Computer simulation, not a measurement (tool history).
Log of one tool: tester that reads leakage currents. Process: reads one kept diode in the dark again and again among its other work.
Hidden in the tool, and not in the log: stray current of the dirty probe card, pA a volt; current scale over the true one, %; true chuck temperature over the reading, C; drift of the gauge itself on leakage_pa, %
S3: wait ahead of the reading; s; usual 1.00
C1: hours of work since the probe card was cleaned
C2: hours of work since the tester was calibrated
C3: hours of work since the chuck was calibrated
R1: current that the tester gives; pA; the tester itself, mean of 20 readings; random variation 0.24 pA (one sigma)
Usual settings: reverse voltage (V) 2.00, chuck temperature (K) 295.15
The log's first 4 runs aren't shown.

run 5 hour=105.9 | reverse_voltage_(V)=17.42 chuck_temperature_(K)=295.15 S3=1.00 | C1=853 C2=679 C3=1314 | R1=166.32
run 6 hour=128.0 | reverse_voltage_(V)=1.32 chuck_temperature_(K)=295.15 S3=1.00 | C1=865 C2=691 C3=1326 | R1=59.52
run 7 hour=166.3 | reverse_voltage_(V)=1.32 chuck_temperature_(K)=295.15 S3=1.00 | C1=885 C2=711 C3=1346 | R1=59.66
run 8 hour=191.2 | reverse_voltage_(V)=1.32 chuck_temperature_(K)=295.15 S3=3.98 | C1=898 C2=724 C3=1360 | R1=59.27
run 9 hour=209.0 | reverse_voltage_(V)=2.00 chuck_temperature_(K)=295.15 S3=1.00 | C1=908 C2=734 C3=1369 | R1=69.71
run 10 hour=247.5 | reverse_voltage_(V)=2.00 chuck_temperature_(K)=295.15 S3=6.29 | C1=928 C2=754 C3=1389 | R1=68.88
run 11 hour=265.2 | reverse_voltage_(V)=2.00 chuck_temperature_(K)=295.15 S3=2.82 | C1=937 C2=763 C3=1399 | R1=69.12
run 12 hour=283.6 | reverse_voltage_(V)=2.00 chuck_temperature_(K)=319.15 S3=2.82 | C1=947 C2=773 C3=1408 | R1=457.19
run 13 hour=324.5 | reverse_voltage_(V)=1.79 chuck_temperature_(K)=319.15 S3=2.82 | C1=969 C2=795 C3=1430 | R1=437.02
run 14 hour=361.4 | reverse_voltage_(V)=2.00 chuck_temperature_(K)=295.15 S3=1.00 | C1=988 C2=814 C3=1450 | R1=69.10
run 15 hour=380.1 | reverse_voltage_(V)=2.00 chuck_temperature_(K)=295.15 S3=1.00 | C1=998 C2=824 C3=1460 | R1=69.31
-- hour=385.2 chuck's temperature calibrated
run 16 hour=422.4 | reverse_voltage_(V)=2.00 chuck_temperature_(K)=295.15 S3=1.00 | C1=1020 C2=845 C3=20 | R1=63.86
run 17 hour=447.7 | reverse_voltage_(V)=2.00 chuck_temperature_(K)=295.15 S3=2.26 | C1=1033 C2=859 C3=33 | R1=63.73
run 18 hour=480.8 | reverse_voltage_(V)=2.00 chuck_temperature_(K)=295.15 S3=2.26 | C1=1051 C2=876 C3=51 | R1=63.90
run 19 hour=508.4 | reverse_voltage_(V)=2.00 chuck_temperature_(K)=295.15 S3=2.26 | C1=1065 C2=891 C3=65 | R1=63.36
run 20 hour=541.8 | reverse_voltage_(V)=2.00 chuck_temperature_(K)=304.15 S3=2.26 | C1=1083 C2=909 C3=83 | R1=133.31
run 21 hour=576.1 | reverse_voltage_(V)=2.16 chuck_temperature_(K)=304.15 S3=2.26 | C1=1101 C2=927 C3=101 | R1=135.57
-- hour=611.4 chuck's temperature calibrated, once more
run 22 hour=618.2 | reverse_voltage_(V)=2.16 chuck_temperature_(K)=304.15 S3=2.26 | C1=1122 C2=948 C3=4 | R1=166.51
run 23 hour=641.9 | reverse_voltage_(V)=2.16 chuck_temperature_(K)=304.15 S3=2.26 | C1=1135 C2=961 C3=16 | R1=166.15
run 24 hour=665.6 | reverse_voltage_(V)=1.59 chuck_temperature_(K)=332.15 S3=5.88 | C1=1147 C2=973 C3=29 | R1=1145.26
run 25 hour=701.2 | reverse_voltage_(V)=1.59 chuck_temperature_(K)=332.15 S3=5.88 | C1=1166 C2=992 C3=48 | R1=1140.64
run 26 hour=739.2 | reverse_voltage_(V)=1.68 chuck_temperature_(K)=295.15 S3=1.18 | C1=1186 C2=1012 C3=68 | R1=72.33

The next listed run, before its measurement:
run 27 hour=765.7 | reverse_voltage_(V)=10.58 chuck_temperature_(K)=332.15 S3=9.44 | C1=1200 C2=1026 C3=82 | R1=?

{"run 27": {"R1": 2303.62}}
Without the tool's hidden state the same run would have given R1 2341.45 pA.
